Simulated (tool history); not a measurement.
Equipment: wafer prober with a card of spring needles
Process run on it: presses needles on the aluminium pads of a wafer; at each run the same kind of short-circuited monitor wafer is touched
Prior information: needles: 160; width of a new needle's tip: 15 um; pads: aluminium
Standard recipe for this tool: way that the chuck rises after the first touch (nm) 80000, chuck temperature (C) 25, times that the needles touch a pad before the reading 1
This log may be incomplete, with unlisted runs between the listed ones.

| run | hour | way that the chuck rises after the first touch (nm) | chuck temperature (C) | times that the needles touch a pad before the reading | resistance of one needle with its contact and lead (mohm) | way that a needle slides on the pad (nm) |
|---|---|---|---|---|---|---|
| 1 | 0.0 | 80000 | 25 | 1 | 144 | 11840 |
|  | 5.2 | tips cleaned on abrasive film |
| 2 | 13.0 | 80000 | 25 | 1 | 168 | 11740 |
|  | 17.3 | tips cleaned on abrasive film |
|  | 29.3 | tips cleaned on abrasive film |
| 3 | 35.9 | 80000 | 56 | 1 | 149 | 11730 |
|  | 42.2 | tips cleaned on abrasive film |
|  | 54.2 | tips cleaned on abrasive film |
| 4 | 54.3 | 80000 | 56 | 1 | 125 | 11660 |
|  | 66.9 | tips cleaned on abrasive film |
| 5 | 70.9 | 66000 | 25 | 1 | 146 | 9550 |
|  | 79.9 | tips cleaned on abrasive film |
| 6 | 89.2 | 66000 | 25 | 1 | 168 | 9560 |
|  | 93.0 | tips cleaned on abrasive film |
|  | 98.3 | tips cleaned on abrasive film, once more |
| 7 | 105.5 | 80000 | 25 | 1 | 145 | 11620 |
|  | 110.6 | tips cleaned on abrasive film |
|  | 122.8 | tips cleaned on abrasive film |
| 8 | 125.4 | 80000 | 25 | 1 | 133 | 11570 |
|  | 135.7 | tips cleaned on abrasive film |
| 9 | 139.0 | 80000 | 25 | 1 | 134 | 11560 |
|  | 149.0 | tips cleaned on abrasive film |
| 10 | 156.4 | 80000 | 25 | 2 | 139 | 11540 |
|  | 161.9 | tips cleaned on abrasive film |
|  | 174.0 | tips cleaned on abrasive film |
| 11 | 175.3 | 80000 | 25 | 2 | 126 | 11480 |
|  | 186.3 | tips cleaned on abrasive film |
|  | 188.8 | height of the first contact set anew |
|  | 198.6 | tips cleaned on abrasive film |
| 12 | 198.6 | 80000 | 25 | 2 | 121 | 11920 |
| 13 | 210.1 | 65000 | 99 | 2 | 163 | 9720 |
|  | 212.2 | tips cleaned on abrasive film |
| 14 | 223.2 | 65000 | 99 | 2 | 160 | 9670 |
|  | 225.0 | tips cleaned on abrasive film |
| 15 | 236.0 | 65000 | 99 | 2 | 159 | 9660 |
|  | 237.7 | tips cleaned on abrasive film |
|  | 249.9 | tips cleaned on abrasive film |
| 16 | 259.4 | 65000 | 99 | 2 | 159 | 9650 |
|  | 263.4 | tips cleaned on abrasive film |
|  | 275.7 | tips cleaned on abrasive film |
| 17 | 280.3 | 65000 | 99 | 2 | 151 | 9610 |

Estimate the outcome of run 18 from the log above:
|  | 288.0 | tips cleaned on abrasive film |
| 18 | 296.6 | 80000 | 25 | 3 | ? | ? |

Logged for run 18: resistance of one needle with its contact and lead (mohm) 129, way that a needle slides on the pad (nm) 11820.
If the tool had no hidden condition, the same run with the same run-to-run variation would have returned resistance of one needle with its contact and lead (mohm) 115, way that a needle slides on the pad (nm) 11950.

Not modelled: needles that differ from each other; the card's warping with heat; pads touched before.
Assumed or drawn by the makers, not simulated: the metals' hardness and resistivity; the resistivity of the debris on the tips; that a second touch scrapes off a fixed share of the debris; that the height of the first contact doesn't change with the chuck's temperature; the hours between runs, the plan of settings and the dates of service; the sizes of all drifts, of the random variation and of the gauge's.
